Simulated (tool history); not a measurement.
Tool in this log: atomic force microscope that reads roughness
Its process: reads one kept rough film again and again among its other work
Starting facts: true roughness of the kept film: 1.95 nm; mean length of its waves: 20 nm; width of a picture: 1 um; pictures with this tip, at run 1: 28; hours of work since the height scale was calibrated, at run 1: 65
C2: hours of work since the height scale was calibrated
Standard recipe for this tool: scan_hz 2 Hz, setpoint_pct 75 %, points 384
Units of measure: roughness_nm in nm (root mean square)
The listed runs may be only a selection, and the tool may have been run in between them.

{"run": 1, "hour": 0.0, "scan_hz": 2, "setpoint_pct": 75, "points": 384, "pictures with this tip": 28, "C2": 65, "roughness_nm": 1.552}
{"run": 2, "hour": 6.1, "scan_hz": 2, "setpoint_pct": 75, "points": 384, "pictures with this tip": 37, "C2": 69, "roughness_nm": 1.543}
{"run": 3, "hour": 14.7, "scan_hz": 2, "setpoint_pct": 75, "points": 384, "pictures with this tip": 51, "C2": 74, "roughness_nm": 1.527}
{"run": 4, "hour": 23.1, "scan_hz": 2, "setpoint_pct": 75, "points": 384, "pictures with this tip": 64, "C2": 80, "roughness_nm": 1.497}
{"run": 5, "hour": 31.4, "scan_hz": 2, "setpoint_pct": 87, "points": 384, "pictures with this tip": 78, "C2": 85, "roughness_nm": 1.381}
{"run": 6, "hour": 37.9, "scan_hz": 2, "setpoint_pct": 75, "points": 427, "pictures with this tip": 88, "C2": 89, "roughness_nm": 1.474}
{"run": 7, "hour": 43.4, "scan_hz": 2, "setpoint_pct": 75, "points": 998, "pictures with this tip": 97, "C2": 92, "roughness_nm": 1.48}
{"run": 8, "hour": 51.2, "scan_hz": 2, "setpoint_pct": 75, "points": 998, "pictures with this tip": 109, "C2": 97, "roughness_nm": 1.462}
{"run": 9, "hour": 55.7, "scan_hz": 2, "setpoint_pct": 75, "points": 998, "pictures with this tip": 116, "C2": 100, "roughness_nm": 1.446}
{"hour": 57.4, "done": "height scale calibrated on a step standard"}
{"run": 10, "hour": 64.8, "scan_hz": 2, "setpoint_pct": 75, "points": 327, "pictures with this tip": 129, "C2": 5, "roughness_nm": 1.408}
{"run": 11, "hour": 71.6, "scan_hz": 2, "setpoint_pct": 75, "points": 327, "pictures with this tip": 140, "C2": 9, "roughness_nm": 1.397}
{"run": 12, "hour": 78.4, "scan_hz": 2, "setpoint_pct": 75, "points": 384, "pictures with this tip": 151, "C2": 13, "roughness_nm": 1.386}
{"run": 13, "hour": 84.9, "scan_hz": 2.06, "setpoint_pct": 75, "points": 384, "pictures with this tip": 161, "C2": 17, "roughness_nm": 1.374}
{"hour": 88.1, "done": "new tip fitted"}
{"run": 14, "hour": 93.2, "scan_hz": 2, "setpoint_pct": 64, "points": 384, "pictures with this tip": 8, "C2": 22, "roughness_nm": 1.647}
{"run": 15, "hour": 99.1, "scan_hz": 2, "setpoint_pct": 64, "points": 384, "pictures with this tip": 18, "C2": 26, "roughness_nm": 1.625}
{"run": 16, "hour": 107.6, "scan_hz": 2, "setpoint_pct": 56, "points": 861, "pictures with this tip": 31, "C2": 31, "roughness_nm": 1.655}
{"hour": 116.7, "done": "height scale calibrated on a step standard, once more"}
{"run": 17, "hour": 116.7, "scan_hz": 1.6, "setpoint_pct": 75, "points": 429, "pictures with this tip": 44, "C2": 0, "roughness_nm": 1.566}
{"run": 18, "hour": 121.3, "scan_hz": 2.68, "setpoint_pct": 69, "points": 429, "pictures with this tip": 51, "C2": 3, "roughness_nm": 1.534}
{"run": 19, "hour": 130.6, "scan_hz": 2.68, "setpoint_pct": 69, "points": 429, "pictures with this tip": 66, "C2": 9, "roughness_nm": 1.509}
{"run": 20, "hour": 135.7, "scan_hz": 2.68, "setpoint_pct": 69, "points": 429, "pictures with this tip": 74, "C2": 12, "roughness_nm": 1.505}
{"run": 21, "hour": 143.8, "scan_hz": 0.61, "setpoint_pct": 66, "points": 384, "pictures with this tip": 87, "C2": 17, "roughness_nm": 1.589}
{"run": 22, "hour": 148.3, "scan_hz": 0.61, "setpoint_pct": 75, "points": 606, "pictures with this tip": 94, "C2": 20, "roughness_nm": 1.558}
{"run": 23, "hour": 157.7, "scan_hz": 3.15, "setpoint_pct": 75, "points": 337, "pictures with this tip": 109, "C2": 26, "roughness_nm": 1.361}
{"run": 24, "hour": 162.0, "scan_hz": 3.15, "setpoint_pct": 75, "points": 337, "pictures with this tip": 116, "C2": 28, "roughness_nm": 1.372}
{"run": 25, "hour": 169.9, "scan_hz": 2, "setpoint_pct": 85, "points": 509, "pictures with this tip": 129, "C2": 33, "roughness_nm": 1.363}

Alternative continuations, all from the tool just after run 25; predict every row:
{"run": "A", "hour": 174.1, "scan_hz": 2, "setpoint_pct": 85, "points": 342, "pictures with this tip": 135, "C2": 36, "roughness_nm": "?"}
{"run": "B", "hour": 174.1, "scan_hz": 2, "setpoint_pct": 64, "points": 580, "pictures with this tip": 135, "C2": 36, "roughness_nm": "?"}
{"run": "C", "hour": 174.1, "scan_hz": 3.37, "setpoint_pct": 86, "points": 509, "pictures with this tip": 135, "C2": 36, "roughness_nm": "?"}
{"run": "D", "hour": 174.1, "scan_hz": 1.36, "setpoint_pct": 89, "points": 509, "pictures with this tip": 135, "C2": 36, "roughness_nm": "?"}

run=A roughness_nm=1.334
run=B roughness_nm=1.491
run=C roughness_nm=1.219
run=D roughness_nm=1.381
The same runs, with their run-to-run variation unchanged, on a tool lacking any hidden condition would have given:
run=A roughness_nm=1.512
run=B roughness_nm=1.691
run=C roughness_nm=1.383
run=D roughness_nm=1.566
